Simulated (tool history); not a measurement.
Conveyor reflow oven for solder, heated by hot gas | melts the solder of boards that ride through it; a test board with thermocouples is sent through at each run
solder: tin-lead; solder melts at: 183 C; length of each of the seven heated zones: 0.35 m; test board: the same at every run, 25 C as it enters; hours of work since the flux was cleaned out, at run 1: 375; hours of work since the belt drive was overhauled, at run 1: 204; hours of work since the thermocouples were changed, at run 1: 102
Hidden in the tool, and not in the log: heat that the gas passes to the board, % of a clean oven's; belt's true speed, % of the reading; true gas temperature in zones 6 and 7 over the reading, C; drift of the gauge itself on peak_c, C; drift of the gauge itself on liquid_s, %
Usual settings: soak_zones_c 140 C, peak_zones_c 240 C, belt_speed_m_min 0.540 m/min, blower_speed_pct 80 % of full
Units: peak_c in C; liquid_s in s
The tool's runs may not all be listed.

| run | hour | soak_zones_c | peak_zones_c | belt_speed_m_min | blower_speed_pct | hours of work since the flux was cleaned out | hours of work since the belt drive was overhauled | hours of work since the thermocouples were changed | peak_c | liquid_s |
|---|---|---|---|---|---|---|---|---|---|---|
| 1 | 0.0 | 140 | 240 | 0.540 | 80 | 375 | 204 | 102 | 221.6 | 62.9 |
| 2 | 10.8 | 140 | 240 | 0.540 | 80 | 380 | 209 | 107 | 221.6 | 62.4 |
| 3 | 22.8 | 152 | 240 | 0.540 | 80 | 385 | 215 | 113 | 224.1 | 69.0 |
| 4 | 34.5 | 141 | 240 | 0.540 | 80 | 391 | 220 | 118 | 221.3 | 63.0 |
| 5 | 42.6 | 140 | 240 | 0.540 | 61 | 394 | 224 | 122 | 218.2 | 59.1 |
| 6 | 54.5 | 140 | 240 | 0.540 | 80 | 400 | 229 | 127 | 221.7 | 62.5 |
| 7 | 65.1 | 140 | 247 | 0.540 | 80 | 405 | 234 | 132 | 227.3 | 66.2 |
|  | 71.2 | flux residue cleaned out of gas plates and filters |
| 8 | 77.5 | 146 | 240 | 0.540 | 80 | 3 | 238 | 136 | 221.2 | 64.8 |
| 9 | 83.2 | 150 | 240 | 0.540 | 73 | 6 | 240 | 138 | 221.3 | 66.5 |
| 10 | 90.6 | 150 | 240 | 0.540 | 73 | 9 | 244 | 142 | 221.6 | 65.8 |
| 11 | 97.4 | 147 | 240 | 0.540 | 80 | 12 | 247 | 145 | 222.4 | 65.2 |
| 12 | 104.9 | 151 | 244 | 0.561 | 81 | 16 | 250 | 148 | 225.0 | 66.1 |
| 13 | 112.3 | 151 | 230 | 0.561 | 75 | 19 | 254 | 152 | 212.5 | 57.4 |
| 14 | 123.4 | 140 | 240 | 0.540 | 67 | 24 | 259 | 157 | 217.8 | 59.5 |
| 15 | 135.2 | 140 | 240 | 0.540 | 67 | 30 | 264 | 162 | 218.3 | 59.6 |
| 16 | 141.9 | 140 | 240 | 0.540 | 67 | 33 | 267 | 165 | 218.7 | 59.6 |

Forecast each of these 5 alternatives for the next run:
|  | 151.2 | flux residue cleaned out of gas plates and filters, once more |
| A | 153.8 | 139 | 244 | 0.540 | 75 | 1 | 271 | 169 | ? | ? |
|  | 151.2 | flux residue cleaned out of gas plates and filters, once more |
| B | 153.8 | 133 | 250 | 0.540 | 80 | 1 | 271 | 169 | ? | ? |
|  | 151.2 | flux residue cleaned out of gas plates and filters, once more |
| C | 153.8 | 146 | 240 | 0.563 | 71 | 1 | 271 | 169 | ? | ? |
|  | 151.2 | flux residue cleaned out of gas plates and filters, once more |
| D | 153.8 | 140 | 238 | 0.540 | 80 | 1 | 271 | 169 | ? | ? |
|  | 151.2 | flux residue cleaned out of gas plates and filters, once more |
| E | 153.8 | 140 | 240 | 0.540 | 59 | 1 | 271 | 169 | ? | ? |

| run | peak_c | liquid_s |
|---|---|---|
| A | 226.4 | 65.2 |
| B | 231.1 | 66.4 |
| C | 221.8 | 62.2 |
| D | 221.7 | 62.8 |
| E | 219.7 | 60.5 |
Without the tool's hidden state the same runs would have given:
| run | peak_c | liquid_s |
|---|---|---|
| A | 226.5 | 64.8 |
| B | 231.3 | 66.0 |
| C | 221.9 | 61.8 |
| D | 221.8 | 62.3 |
| E | 219.7 | 60.1 |

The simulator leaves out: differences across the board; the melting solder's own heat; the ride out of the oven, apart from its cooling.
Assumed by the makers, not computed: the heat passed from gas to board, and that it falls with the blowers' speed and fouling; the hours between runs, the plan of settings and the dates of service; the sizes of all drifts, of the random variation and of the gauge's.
